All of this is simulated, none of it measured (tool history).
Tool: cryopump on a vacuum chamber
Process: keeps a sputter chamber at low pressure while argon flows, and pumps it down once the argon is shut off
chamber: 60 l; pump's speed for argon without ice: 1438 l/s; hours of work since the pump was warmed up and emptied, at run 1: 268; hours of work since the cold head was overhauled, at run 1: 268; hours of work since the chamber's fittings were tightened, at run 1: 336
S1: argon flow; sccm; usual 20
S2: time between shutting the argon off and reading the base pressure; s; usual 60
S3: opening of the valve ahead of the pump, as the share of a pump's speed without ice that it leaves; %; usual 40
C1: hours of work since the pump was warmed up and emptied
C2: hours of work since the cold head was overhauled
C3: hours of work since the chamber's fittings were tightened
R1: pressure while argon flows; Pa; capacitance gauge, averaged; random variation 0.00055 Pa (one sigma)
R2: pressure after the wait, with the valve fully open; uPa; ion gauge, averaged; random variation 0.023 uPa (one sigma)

{"run": 1, "hour": 0.0, "S1": 20, "S2": 60, "S3": 40, "C1": 268, "C2": 268, "C3": 336, "R1": 0.0593, "R2": 1.13}
{"run": 2, "hour": 18.8, "S1": 20, "S2": 60, "S3": 40, "C1": 280, "C2": 280, "C3": 348, "R1": 0.0604, "R2": 1.14}
{"run": 3, "hour": 29.5, "S1": 20, "S2": 60, "S3": 22, "C1": 287, "C2": 287, "C3": 354, "R1": 0.1078, "R2": 1.14}
{"run": 4, "hour": 53.3, "S1": 20, "S2": 60, "S3": 22, "C1": 302, "C2": 302, "C3": 369, "R1": 0.1086, "R2": 1.16}
{"run": 5, "hour": 67.7, "S1": 20, "S2": 60, "S3": 22, "C1": 311, "C2": 311, "C3": 378, "R1": 0.1091, "R2": 1.15}
{"run": 6, "hour": 84.6, "S1": 20, "S2": 60, "S3": 22, "C1": 321, "C2": 321, "C3": 389, "R1": 0.1108, "R2": 1.17}
{"run": 7, "hour": 101.4, "S1": 20, "S2": 60, "S3": 22, "C1": 332, "C2": 332, "C3": 400, "R1": 0.1089, "R2": 1.18}
{"run": 8, "hour": 124.6, "S1": 20, "S2": 60, "S3": 40, "C1": 346, "C2": 346, "C3": 414, "R1": 0.0599, "R2": 1.22}
{"run": 9, "hour": 145.9, "S1": 20, "S2": 60, "S3": 40, "C1": 360, "C2": 360, "C3": 427, "R1": 0.0608, "R2": 1.25}
{"run": 10, "hour": 166.3, "S1": 20, "S2": 60, "S3": 40, "C1": 373, "C2": 373, "C3": 440, "R1": 0.0609, "R2": 1.28}
{"run": 11, "hour": 184.7, "S1": 20, "S2": 60, "S3": 34, "C1": 384, "C2": 384, "C3": 452, "R1": 0.0708, "R2": 1.28}
{"run": 12, "hour": 197.6, "S1": 21, "S2": 60, "S3": 40, "C1": 392, "C2": 392, "C3": 460, "R1": 0.064, "R2": 1.28}
{"run": 13, "hour": 212.3, "S1": 21, "S2": 60, "S3": 40, "C1": 401, "C2": 401, "C3": 469, "R1": 0.0644, "R2": 1.3}
{"run": 14, "hour": 223.7, "S1": 20, "S2": 60, "S3": 29, "C1": 409, "C2": 409, "C3": 476, "R1": 0.0829, "R2": 1.31}
{"run": 15, "hour": 243.8, "S1": 20, "S2": 60, "S3": 29, "C1": 421, "C2": 421, "C3": 489, "R1": 0.084, "R2": 1.34}
{"run": 16, "hour": 268.1, "S1": 11, "S2": 60, "S3": 23, "C1": 437, "C2": 437, "C3": 504, "R1": 0.0575, "R2": 1.3}
{"run": 17, "hour": 280.8, "S1": 20, "S2": 89, "S3": 40, "C1": 444, "C2": 444, "C3": 512, "R1": 0.0621, "R2": 1.21}
{"run": 18, "hour": 296.6, "S1": 20, "S2": 60, "S3": 40, "C1": 454, "C2": 454, "C3": 522, "R1": 0.0608, "R2": 1.39}
{"run": 19, "hour": 321.2, "S1": 20, "S2": 60, "S3": 40, "C1": 470, "C2": 470, "C3": 538, "R1": 0.062, "R2": 1.34}
{"run": 20, "hour": 339.4, "S1": 20, "S2": 60, "S3": 40, "C1": 481, "C2": 481, "C3": 549, "R1": 0.0614, "R2": 1.38}
{"run": 21, "hour": 354.9, "S1": 20, "S2": 60, "S3": 40, "C1": 491, "C2": 491, "C3": 559, "R1": 0.0618, "R2": 1.43}
{"run": 22, "hour": 379.5, "S1": 17, "S2": 60, "S3": 26, "C1": 506, "C2": 506, "C3": 574, "R1": 0.0788, "R2": 1.43}
{"run": 23, "hour": 394.1, "S1": 17, "S2": 60, "S3": 26, "C1": 516, "C2": 516, "C3": 583, "R1": 0.0804, "R2": 1.45}
{"run": 24, "hour": 415.9, "S1": 34, "S2": 26, "S3": 43, "C1": 529, "C2": 529, "C3": 597, "R1": 0.0977, "R2": 2.08}
{"run": 25, "hour": 431.0, "S1": 34, "S2": 26, "S3": 43, "C1": 539, "C2": 539, "C3": 606, "R1": 0.0978, "R2": 2.13}
{"run": 26, "hour": 450.6, "S1": 27, "S2": 38, "S3": 16, "C1": 551, "C2": 551, "C3": 619, "R1": 0.2033, "R2": 1.82}
{"run": 27, "hour": 461.0, "S1": 37, "S2": 56, "S3": 23, "C1": 558, "C2": 558, "C3": 625, "R1": 0.1961, "R2": 1.55}
{"run": 28, "hour": 477.7, "S1": 20, "S2": 31, "S3": 29, "C1": 568, "C2": 568, "C3": 636, "R1": 0.0853, "R2": 1.96}
{"run": 29, "hour": 494.6, "S1": 25, "S2": 31, "S3": 29, "C1": 579, "C2": 579, "C3": 646, "R1": 0.1048, "R2": 1.97}
{"run": 30, "hour": 507.1, "S1": 12, "S2": 148, "S3": 40, "C1": 587, "C2": 587, "C3": 654, "R1": 0.0376, "R2": 1.24}

Hidden state or all else? Some run-to-run changes of R1, split into what the settings, what came in and random variation would give without the hidden state, and what is left for the hidden state (with any gauge scatter that isn't in both results):
The hidden state here: pump's speed, % of a pump's without ice; cold plate's temperature, K; leak into the chamber, uPa l/s; drift of the gauge itself on working_pa, %; drift of the gauge itself on base_upa, %.
Run 23 -> 24: S1 17 -> 34, S2 60 -> 26, S3 26 -> 43. R1 +0.0173 Pa: hidden state +0.0028, all else +0.0145.
Run 25 -> 26: S1 34 -> 27, S2 26 -> 38, S3 43 -> 16. R1 +0.1055 Pa: hidden state -0.0011, all else +0.1066.
Run 27 -> 28: S1 37 -> 20, S2 56 -> 31, S3 23 -> 29. R1 -0.1108 Pa: hidden state -0.0031, all else -0.1077.
Run 29 -> 30: S1 25 -> 12, S2 31 -> 148, S3 29 -> 40. R1 -0.0672 Pa: hidden state -0.0024, all else -0.0648.
